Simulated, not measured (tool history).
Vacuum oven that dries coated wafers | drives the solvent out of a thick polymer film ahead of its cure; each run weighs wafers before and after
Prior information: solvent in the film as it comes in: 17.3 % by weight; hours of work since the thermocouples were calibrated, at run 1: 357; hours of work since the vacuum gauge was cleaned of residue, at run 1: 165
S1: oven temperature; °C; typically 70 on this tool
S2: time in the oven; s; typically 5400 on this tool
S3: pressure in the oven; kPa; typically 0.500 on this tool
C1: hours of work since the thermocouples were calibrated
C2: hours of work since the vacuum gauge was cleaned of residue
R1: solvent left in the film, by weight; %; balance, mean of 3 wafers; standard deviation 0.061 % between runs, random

| run | hour | S1 | S2 | S3 | C1 | C2 | R1 |
|---|---|---|---|---|---|---|---|
| 1 | 0.0 | 70 | 5400 | 0.500 | 357 | 165 | 3.66 |
| 2 | 9.9 | 70 | 5400 | 0.500 | 365 | 172 | 3.51 |
| 3 | 25.8 | 70 | 5400 | 0.500 | 377 | 185 | 3.59 |
| 4 | 39.1 | 70 | 3540 | 0.500 | 387 | 195 | 5.74 |
| 5 | 46.8 | 70 | 3540 | 0.500 | 393 | 201 | 5.62 |
| 6 | 58.7 | 70 | 3540 | 0.500 | 403 | 210 | 5.73 |
| 7 | 65.8 | 70 | 3540 | 0.500 | 408 | 216 | 5.70 |
| 8 | 75.0 | 70 | 6660 | 1.829 | 415 | 223 | 2.85 |
| 9 | 87.1 | 57 | 6360 | 1.043 | 425 | 232 | 6.31 |
| 10 | 99.3 | 83 | 3480 | 0.500 | 434 | 241 | 2.64 |
| 11 | 110.5 | 83 | 3480 | 0.500 | 443 | 250 | 2.69 |
| 12 | 122.1 | 80 | 5400 | 0.529 | 452 | 259 | 1.53 |
| 13 | 138.3 | 66 | 4380 | 1.138 | 464 | 272 | 5.73 |

Below are 3 alternative next runs, each starting from the tool's condition after run 13. Predict each:
| A | 152.7 | 57 | 3180 | 0.500 | 475 | 283 | ? |
| B | 152.7 | 70 | 4980 | 0.500 | 475 | 283 | ? |
| C | 152.7 | 70 | 4500 | 1.556 | 475 | 283 | ? |

| run | R1 |
|---|---|
| A | 9.40 |
| B | 4.06 |
| C | 4.78 |
Take away the tool's hidden state, keep each run's random variation, and the runs would have read:
| run | R1 |
|---|---|
| A | 9.30 |
| B | 3.95 |
| C | 4.67 |

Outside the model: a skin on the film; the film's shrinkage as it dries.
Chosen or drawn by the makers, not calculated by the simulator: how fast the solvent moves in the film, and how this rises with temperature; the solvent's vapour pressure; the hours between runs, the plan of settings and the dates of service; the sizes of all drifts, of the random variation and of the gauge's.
